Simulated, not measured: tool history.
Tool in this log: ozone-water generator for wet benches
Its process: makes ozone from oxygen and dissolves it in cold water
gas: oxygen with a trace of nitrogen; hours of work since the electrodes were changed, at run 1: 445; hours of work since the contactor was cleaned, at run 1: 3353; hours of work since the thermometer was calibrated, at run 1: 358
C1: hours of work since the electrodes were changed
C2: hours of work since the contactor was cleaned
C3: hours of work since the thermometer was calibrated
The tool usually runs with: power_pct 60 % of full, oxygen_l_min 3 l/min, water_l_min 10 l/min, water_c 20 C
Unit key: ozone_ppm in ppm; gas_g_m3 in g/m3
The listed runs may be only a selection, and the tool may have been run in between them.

Run 1, hour 0: usual settings; C1 445; C2 3353; C3 358. Result: ozone_ppm 22.9 ppm, gas_g_m3 211.3 g/m3.
Run 2, hour 39.3: usual settings; C1 478; C2 3386; C3 391. Result: ozone_ppm 22.6 ppm, gas_g_m3 211.1 g/m3.
Run 3, hour 59.5: usual settings but power_pct 55 % of full; C1 495; C2 3403; C3 408. Result: ozone_ppm 21.2 ppm, gas_g_m3 198.8 g/m3.
Run 4, hour 101: usual settings; C1 530; C2 3438; C3 443. Result: ozone_ppm 22.4 ppm, gas_g_m3 208.5 g/m3.
Run 5, hour 146.7: usual settings but water_l_min 6 l/min; C1 568; C2 3476; C3 481. Result: ozone_ppm 32.1 ppm, gas_g_m3 212.1 g/m3.
Run 6, hour 180.1: usual settings but oxygen_l_min 4.97 l/min; C1 596; C2 3505; C3 509. Result: ozone_ppm 23.1 ppm, gas_g_m3 174.3 g/m3.
Run 7, hour 207.8: usual settings but oxygen_l_min 1.78 l/min; C1 620; C2 3528; C3 533. Result: ozone_ppm 20.7 ppm, gas_g_m3 255.3 g/m3.
Run 8, hour 228.1: usual settings but power_pct 57 % of full; C1 637; C2 3545; C3 550. Result: ozone_ppm 21.8 ppm, gas_g_m3 204.3 g/m3.
Run 9, hour 252.2: usual settings; C1 657; C2 3565; C3 570. Result: ozone_ppm 22.5 ppm, gas_g_m3 209 g/m3.
Run 10, hour 286.7: usual settings; C1 686; C2 3594; C3 599. Result: ozone_ppm 22.4 ppm, gas_g_m3 209.6 g/m3.
Run 11, hour 317.5: usual settings; C1 712; C2 3620; C3 625. Result: ozone_ppm 22.4 ppm, gas_g_m3 211.8 g/m3.
Run 12, hour 337.4: usual settings but oxygen_l_min 1.55 l/min; C1 729; C2 3637; C3 642. Result: ozone_ppm 19.7 ppm, gas_g_m3 274.7 g/m3.
Run 13, hour 371.7: usual settings but water_l_min 13 l/min; C1 758; C2 3666; C3 671. Result: ozone_ppm 18 ppm, gas_g_m3 211.1 g/m3.
Run 14, hour 413: usual settings but water_l_min 13 l/min; C1 792; C2 3700; C3 705. Result: ozone_ppm 18.2 ppm, gas_g_m3 211 g/m3.
Run 15, hour 432.4: usual settings; C1 809; C2 3717; C3 722. Result: ozone_ppm 22.6 ppm, gas_g_m3 210.8 g/m3.
Run 16, hour 468.6: usual settings; C1 839; C2 3747; C3 752. Result: ozone_ppm 22.4 ppm, gas_g_m3 209.2 g/m3.
Run 17, hour 488.1: usual settings; C1 855; C2 3764; C3 768. Result: ozone_ppm 22.7 ppm, gas_g_m3 212.2 g/m3.
Run 18, hour 532.3: usual settings but power_pct 46 % of full, oxygen_l_min 4.09 l/min; C1 893; C2 3801; C3 806. Result: ozone_ppm 18.7 ppm, gas_g_m3 153.8 g/m3.
Run 19, hour 575.7: usual settings but power_pct 46 % of full, oxygen_l_min 4.09 l/min; C1 929; C2 3837; C3 842. Result: ozone_ppm 18.6 ppm, gas_g_m3 151.4 g/m3.
Run 20, hour 599.4: usual settings but power_pct 94 % of full, oxygen_l_min 4.09 l/min, water_c 25 C; C1 949; C2 3857; C3 862. Result: ozone_ppm 29.9 ppm, gas_g_m3 266.3 g/m3.
Run 21, hour 634.4: usual settings but power_pct 94 % of full, oxygen_l_min 4.09 l/min, water_c 25 C; C1 979; C2 3887; C3 892. Result: ozone_ppm 29.7 ppm, gas_g_m3 266.7 g/m3.
Run 22, hour 654.1: usual settings but power_pct 46 % of full, water_c 16 C; C1 995; C2 3903; C3 908. Result: ozone_ppm 19.8 ppm, gas_g_m3 171.9 g/m3.

The next listed run, before its measurement:
Run 23, hour 678.8: usual settings but power_pct 46 % of full, oxygen_l_min 4.64 l/min, water_l_min 15 l/min, water_c 16 C; C1 1016; C2 3924; C3 929. Result: ozone_ppm ?, gas_g_m3 ?.

Run 23 measured ozone_ppm 15.1 ppm, gas_g_m3 145.2 g/m3.
The same run, on a tool lacking any hidden state, would have yielded ozone_ppm 15.1 ppm, gas_g_m3 145.2 g/m3.

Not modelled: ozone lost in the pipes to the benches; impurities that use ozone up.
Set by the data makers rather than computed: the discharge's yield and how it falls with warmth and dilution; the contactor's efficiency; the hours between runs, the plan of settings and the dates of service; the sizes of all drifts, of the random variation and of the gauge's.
